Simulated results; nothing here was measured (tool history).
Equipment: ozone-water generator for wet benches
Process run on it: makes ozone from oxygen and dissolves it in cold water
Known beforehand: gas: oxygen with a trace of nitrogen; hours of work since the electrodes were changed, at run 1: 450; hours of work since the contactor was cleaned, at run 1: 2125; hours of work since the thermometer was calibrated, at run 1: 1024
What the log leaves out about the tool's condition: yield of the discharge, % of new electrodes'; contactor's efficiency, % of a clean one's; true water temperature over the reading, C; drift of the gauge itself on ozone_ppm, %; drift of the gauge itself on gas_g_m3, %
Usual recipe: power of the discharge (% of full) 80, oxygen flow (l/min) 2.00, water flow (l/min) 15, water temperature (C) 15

run     day  power of the discharge (% of full)  oxygen flow (l/min)  water flow (l/min)  water temperature (C)  hours of work since the electrodes were changed  hours of work since the contactor was cleaned  hours of work since the thermometer was calibrated  dissolved ozone (ppm)  ozone in the gas ahead of the water (g/m3)
  1   0.000                                  80                 2.00                  15                     15                                              450                                           2125                                                1024                   16.5                                       245.3
  2   2.925                                  80                 2.00                  15                     15                                              505                                           2179                                                1078                   16.5                                       241.8
  3   5.525                                  80                 2.00                  15                     15                                              554                                           2228                                                1127                   16.4                                       242.8
  4   9.229                                  80                 2.00                  15                     15                                              623                                           2297                                                1196                   16.6                                       240.4
  5  11.500                                  80                 2.00                  15                     12                                              666                                           2340                                                1239                   16.7                                       242.9
  6  14.775                                  80                 2.00                  15                      9                                              727                                           2401                                                1300                   17.0                                       240.5
  7  16.821                                  80                 2.43                  15                     15                                              765                                           2439                                                1338                   16.5                                       213.4
  8  19.712                                  80                 2.43                  15                     15                                              819                                           2493                                                1393                   16.2                                       210.5
  9  22.771                                  80                 2.43                  15                     15                                              877                                           2551                                                1450                   16.4                                       210.2
 10  24.988                                  80                 2.43                  15                     15                                              918                                           2592                                                1491                   16.2                                       210.4
 11  28.000                                  93                 2.00                  15                     23                                              974                                           2649                                                1548                   16.2                                       262.3
 12  29.579                                  76                 2.82                  16                     16                                             1004                                           2678                                                1577                   14.3                                       185.3
 13  31.529                                  76                 2.82                  16                     16                                             1041                                           2715                                                1614                   14.7                                       185.8
 14  34.279                                  93                 2.03                  15                     15                                             1092                                           2766                                                1665                   17.4                                       258.5
 15  37.983                                  40                 2.00                  11                      9                                             1161                                           2836                                                1735                   15.4                                       156.3
 16  40.117                                  40                 2.00                  11                      9                                             1201                                           2875                                                1774                   15.2                                       156.3
 17  43.658                                  40                 2.00                  11                      9                                             1268                                           2942                                                1841                   15.3                                       155.9
 18  46.246                                  80                 2.00                  17                     10                                             1316                                           2990                                                1889                   14.3                                       233.9
 19  49.367                                  52                 2.04                  15                     10                                             1374                                           3049                                                1948                   12.6                                       180.2
 20  51.904                                  84                 1.99                  15                     15                                             1422                                           3096                                                1995                   16.4                                       242.2

Consider 4 possible next runs. They are alternatives, not a sequence: every one starts from the tool as it was left by run 20. What does each give?
  A  55.017                                  80                 2.00                  15                     11                                             1480                                           3154                                                2053                      ?                                           ?
  B  55.017                                  61                 2.58                  21                     15                                             1480                                           3154                                                2053                      ?                                           ?
  C  55.017                                  99                 1.99                  10                     15                                             1480                                           3154                                                2053                      ?                                           ?
  D  55.017                                  84                 1.99                   9                     10                                             1480                                           3154                                                2053                      ?                                           ?

run  dissolved ozone (ppm)  ozone in the gas ahead of the water (g/m3)
  A                   16.2                                       236.7
  B                    9.0                                       167.1
  C                   26.8                                       270.2
  D                   28.5                                       242.1
With no hidden state in the tool, these same runs would have given:
run  dissolved ozone (ppm)  ozone in the gas ahead of the water (g/m3)
  A                   18.1                                       247.4
  B                   10.2                                       173.4
  C                   29.7                                       283.8
  D                   31.4                                       253.3
